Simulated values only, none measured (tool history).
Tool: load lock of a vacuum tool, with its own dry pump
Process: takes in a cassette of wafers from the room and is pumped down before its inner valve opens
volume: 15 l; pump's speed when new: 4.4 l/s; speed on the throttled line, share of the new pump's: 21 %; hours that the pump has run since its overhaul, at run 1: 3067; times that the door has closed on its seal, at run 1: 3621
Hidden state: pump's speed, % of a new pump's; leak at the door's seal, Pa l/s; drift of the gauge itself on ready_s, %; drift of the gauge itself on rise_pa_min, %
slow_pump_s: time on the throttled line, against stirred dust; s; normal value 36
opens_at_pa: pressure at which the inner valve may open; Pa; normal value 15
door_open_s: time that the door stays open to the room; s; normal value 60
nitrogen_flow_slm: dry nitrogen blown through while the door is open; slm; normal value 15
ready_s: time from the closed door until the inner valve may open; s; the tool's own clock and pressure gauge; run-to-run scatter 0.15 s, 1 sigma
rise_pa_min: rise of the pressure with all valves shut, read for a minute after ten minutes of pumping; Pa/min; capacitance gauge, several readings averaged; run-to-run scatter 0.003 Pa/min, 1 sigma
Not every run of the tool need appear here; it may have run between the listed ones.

run,hour,slow_pump_s,opens_at_pa,door_open_s,nitrogen_flow_slm,hours that the pump has run since its overhaul,times that the door has closed on its seal,"incoming humidity of the room's air, %",ready_s,rise_pa_min
1,0.0,36,15,60,15,3067,3621,47.0,59.0,0.065
2,206.6,36,11,60,15,3273,4149,44.7,60.2,0.070
3,531.7,36,11,60,15,3599,4980,45.7,60.0,0.073
4,754.8,36,15,173,15,3822,5550,43.4,59.3,0.105
5,961.6,36,15,173,15,4029,6079,45.2,59.2,0.120
6,1303.5,36,15,60,41,4370,6953,46.7,59.0,0.074
7,1700.1,31,15,60,41,4767,7967,46.2,55.0,0.072
8,1913.9,31,15,60,41,4981,8513,43.3,55.2,0.080
9,2159.3,36,15,60,15,5226,9140,43.5,59.2,0.100
10,2442.9,36,15,60,15,5510,9865,47.2,59.3,0.105
11,2744.7,20,15,60,15,5812,10637,41.8,46.7,0.115
12,2966.5,36,12,82,15,6033,11204,47.4,60.1,0.126
13,3173.1,36,12,82,15,6240,11732,44.6,60.1,0.128
14,3452.5,67,25,111,30,6519,12446,43.5,82.2,0.124
15,3699.6,40,25,111,13,6767,13078,43.3,61.1,0.150
16,3885.0,40,25,111,13,6952,13552,40.9,60.8,0.154
17,4066.2,40,25,111,16,7133,14015,42.0,60.7,0.153
18,4315.9,35,15,60,15,7383,14653,45.8,58.7,0.153
19,4668.3,31,13,60,15,7735,15554,44.1,56.3,0.158

The same runs without the tool's hidden state, with the same run-to-run variation:
run,ready_s,rise_pa_min
1,58.7,0.047
2,59.8,0.049
3,59.6,0.047
4,58.8,0.076
5,58.7,0.088
6,58.5,0.037
7,54.3,0.029
8,54.5,0.034
9,58.5,0.049
10,58.6,0.050
11,45.8,0.054
12,59.2,0.060
13,59.1,0.058
14,81.5,0.047
15,60.2,0.068
16,59.9,0.065
17,59.8,0.060
18,57.6,0.054
19,55.0,0.050

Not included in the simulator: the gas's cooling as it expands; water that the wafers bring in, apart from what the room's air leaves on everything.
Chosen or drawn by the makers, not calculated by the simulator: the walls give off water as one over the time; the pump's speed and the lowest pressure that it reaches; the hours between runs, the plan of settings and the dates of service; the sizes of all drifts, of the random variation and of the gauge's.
